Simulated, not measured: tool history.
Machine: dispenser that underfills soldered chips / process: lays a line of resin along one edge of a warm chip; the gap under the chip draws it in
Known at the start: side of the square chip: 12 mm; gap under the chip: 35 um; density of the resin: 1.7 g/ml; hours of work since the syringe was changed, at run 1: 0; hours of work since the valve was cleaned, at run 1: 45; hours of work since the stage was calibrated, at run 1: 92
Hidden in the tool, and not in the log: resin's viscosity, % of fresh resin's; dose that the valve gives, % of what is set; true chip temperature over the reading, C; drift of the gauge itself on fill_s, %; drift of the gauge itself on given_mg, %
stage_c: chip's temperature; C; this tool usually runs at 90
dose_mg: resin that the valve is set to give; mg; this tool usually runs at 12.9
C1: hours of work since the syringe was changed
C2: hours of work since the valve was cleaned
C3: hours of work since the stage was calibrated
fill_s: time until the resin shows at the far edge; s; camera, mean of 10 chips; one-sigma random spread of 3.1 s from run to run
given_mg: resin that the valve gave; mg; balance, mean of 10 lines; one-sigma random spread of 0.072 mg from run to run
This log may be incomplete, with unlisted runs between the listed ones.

Run 1, hour 0.0: usual settings; C1 0; C2 45; C3 92. Result: fill_s 318.8 s, given_mg 12.50 mg.
Run 2, hour 8.4: usual settings; C1 6; C2 50; C3 97. Result: fill_s 524.8 s, given_mg 12.48 mg.
Run 3, hour 16.6: usual settings but dose_mg 12.4 mg; C1 12; C2 56; C3 103. Result: fill_s 823.5 s, given_mg 11.90 mg.
At hour 18.1: new syringe of resin.
Run 4, hour 27.6: usual settings but dose_mg 12.4 mg; C1 6; C2 63; C3 110. Result: fill_s 519.7 s, given_mg 11.82 mg.
At hour 36.6: new syringe of resin.
Run 5, hour 36.6: usual settings but dose_mg 12.4 mg; C1 0; C2 69; C3 116. Result: fill_s 300.3 s, given_mg 11.85 mg.
Run 6, hour 47.5: usual settings but dose_mg 12.4 mg; C1 7; C2 76; C3 123. Result: fill_s 565.5 s, given_mg 11.73 mg.
At hour 55.1: new syringe of resin.
Run 7, hour 55.8: usual settings but dose_mg 14.4 mg; C1 0; C2 81; C3 128. Result: fill_s 304.4 s, given_mg 13.54 mg.
Run 8, hour 62.3: usual settings but dose_mg 14.4 mg; C1 5; C2 85; C3 133. Result: fill_s 429.5 s, given_mg 13.39 mg.
Run 9, hour 72.0: usual settings but dose_mg 14.4 mg; C1 11; C2 92; C3 139. Result: fill_s 759.9 s, given_mg 13.35 mg.
At hour 73.1: new syringe of resin.
Run 10, hour 79.9: usual settings but dose_mg 14.4 mg; C1 5; C2 97; C3 144. Result: fill_s 427.0 s, given_mg 13.34 mg.
At hour 82.8: dispensing valve cleaned and set on the balance.
Run 11, hour 87.6: usual settings but dose_mg 14.4 mg; C1 9; C2 3; C3 149. Result: fill_s 624.5 s, given_mg 14.40 mg.
At hour 92.2: new syringe of resin.
Run 12, hour 95.1: usual settings but dose_mg 14.4 mg; C1 2; C2 8; C3 153. Result: fill_s 350.1 s, given_mg 14.37 mg.
Run 13, hour 101.9: usual settings but dose_mg 14.4 mg; C1 7; C2 13; C3 158. Result: fill_s 511.5 s, given_mg 14.38 mg.
At hour 110.5: new syringe of resin.
Run 14, hour 111.2: usual settings but stage_c 100 C; C1 0; C2 19; C3 164. Result: fill_s 194.1 s, given_mg 12.67 mg.
Run 15, hour 123.2: usual settings but stage_c 100 C; C1 9; C2 27; C3 172. Result: fill_s 391.9 s, given_mg 12.63 mg.
At hour 129.1: new syringe of resin.
Run 16, hour 134.1: usual settings but stage_c 100 C; C1 3; C2 34; C3 179. Result: fill_s 243.2 s, given_mg 12.55 mg.
Run 17, hour 145.9: usual settings; C1 11; C2 42; C3 187. Result: fill_s 785.1 s, given_mg 12.58 mg.
At hour 147.8: new syringe of resin.
Run 18, hour 159.6: usual settings but dose_mg 11.5 mg; C1 8; C2 50; C3 196. Result: fill_s 591.9 s, given_mg 11.00 mg.
At hour 166.0: new syringe of resin.
Run 19, hour 169.9: usual settings but dose_mg 11.5 mg; C1 3; C2 57; C3 203. Result: fill_s 387.4 s, given_mg 11.04 mg.
Run 20, hour 176.2: usual settings but stage_c 93 C, dose_mg 14.1 mg; C1 7; C2 61; C3 207. Result: fill_s 459.6 s, given_mg 13.33 mg.
At hour 184.1: new syringe of resin.
Run 21, hour 187.4: usual settings but stage_c 84 C, dose_mg 11.9 mg; C1 2; C2 69; C3 214. Result: fill_s 483.6 s, given_mg 11.31 mg.
Run 22, hour 197.9: usual settings but dose_mg 14.8 mg; C1 9; C2 76; C3 221. Result: fill_s 650.2 s, given_mg 13.83 mg.
At hour 202.4: new syringe of resin.
Run 23, hour 204.4: usual settings but dose_mg 15.7 mg; C1 1; C2 80; C3 225. Result: fill_s 318.8 s, given_mg 14.89 mg.
Run 24, hour 214.6: usual settings but stage_c 97 C; C1 8; C2 86; C3 232. Result: fill_s 420.9 s, given_mg 12.01 mg.
At hour 220.6: new syringe of resin.
Run 25, hour 228.1: usual settings but stage_c 97 C; C1 5; C2 95; C3 241. Result: fill_s 328.2 s, given_mg 11.83 mg.
At hour 233.7: dispensing valve cleaned and set on the balance.
At hour 240.4: new syringe of resin.
Run 26, hour 242.1: usual settings but stage_c 97 C, dose_mg 12.0 mg; C1 1; C2 5; C3 249. Result: fill_s 229.6 s, given_mg 11.90 mg.
Run 27, hour 254.7: usual settings but stage_c 97 C; C1 10; C2 14; C3 258. Result: fill_s 460.7 s, given_mg 12.74 mg.
At hour 258.7: new syringe of resin.
Run 28, hour 263.7: usual settings but stage_c 97 C; C1 3; C2 20; C3 263. Result: fill_s 282.1 s, given_mg 12.80 mg.
Run 29, hour 271.9: usual settings but stage_c 93 C, dose_mg 13.4 mg; C1 9; C2 25; C3 269. Result: fill_s 536.6 s, given_mg 13.08 mg.
At hour 276.8: new syringe of resin.
Run 30, hour 278.8: usual settings but stage_c 97 C; C1 1; C2 29; C3 273. Result: fill_s 242.3 s, given_mg 12.53 mg.
Run 31, hour 288.8: usual settings but stage_c 96 C, dose_mg 14.1 mg; C1 8; C2 36; C3 280. Result: fill_s 430.9 s, given_mg 13.65 mg.
At hour 294.8: new syringe of resin.
Run 32, hour 301.7: usual settings but stage_c 101 C, dose_mg 13.9 mg; C1 5; C2 45; C3 288. Result: fill_s 258.9 s, given_mg 13.56 mg.
At hour 312.9: new syringe of resin.
Run 33, hour 312.9: usual settings but stage_c 98 C, dose_mg 12.1 mg; C1 0; C2 52; C3 296. Result: fill_s 202.2 s, given_mg 11.74 mg.
Run 34, hour 323.6: usual settings but stage_c 98 C, dose_mg 13.4 mg; C1 7; C2 59; C3 303. Result: fill_s 357.8 s, given_mg 12.84 mg.
At hour 331.4: new syringe of resin.
Run 35, hour 331.4: usual settings but stage_c 91 C, dose_mg 15.7 mg; C1 0; C2 64; C3 308. Result: fill_s 260.8 s, given_mg 14.98 mg.

For each run, the measured value with the value that run would have given without the tool's hidden condition subtracted. The run-to-run variation is shared by both, the gauge scatter possibly not:
run  fill_s  given_mg
  1   +14.0     -0.46
  2  +214.0     -0.51
  3  +516.7     -0.54
  4  +212.9     -0.61
  5    -6.8     -0.66
  6  +253.6     -0.74
  7    +1.3     -0.90
  8  +133.7     -0.95
  9  +457.4     -1.03
 10  +126.5     -1.08
 11  +319.6     -0.05
 12   +46.4     -0.10
 13  +209.6     -0.16
 14    +2.4     -0.20
 15  +197.1     -0.29
 16   +52.9     -0.35
 17  +470.8     -0.44
 18  +278.1     -0.46
 19   +71.5     -0.52
 20  +195.4     -0.69
 21   +70.7     -0.65
 22  +341.5     -0.88
 23   +19.3     -0.99
 24  +201.1     -0.88
 25  +106.0     -0.96
 26    +7.8     -0.04
 27  +242.2     -0.12
 28   +54.7     -0.18
 29  +264.0     -0.24
 30   +17.3     -0.27
 31  +204.2     -0.38
 32   +75.0     -0.47
 33   -12.4     -0.46
 34  +150.6     -0.58
 35   -20.6     -0.74
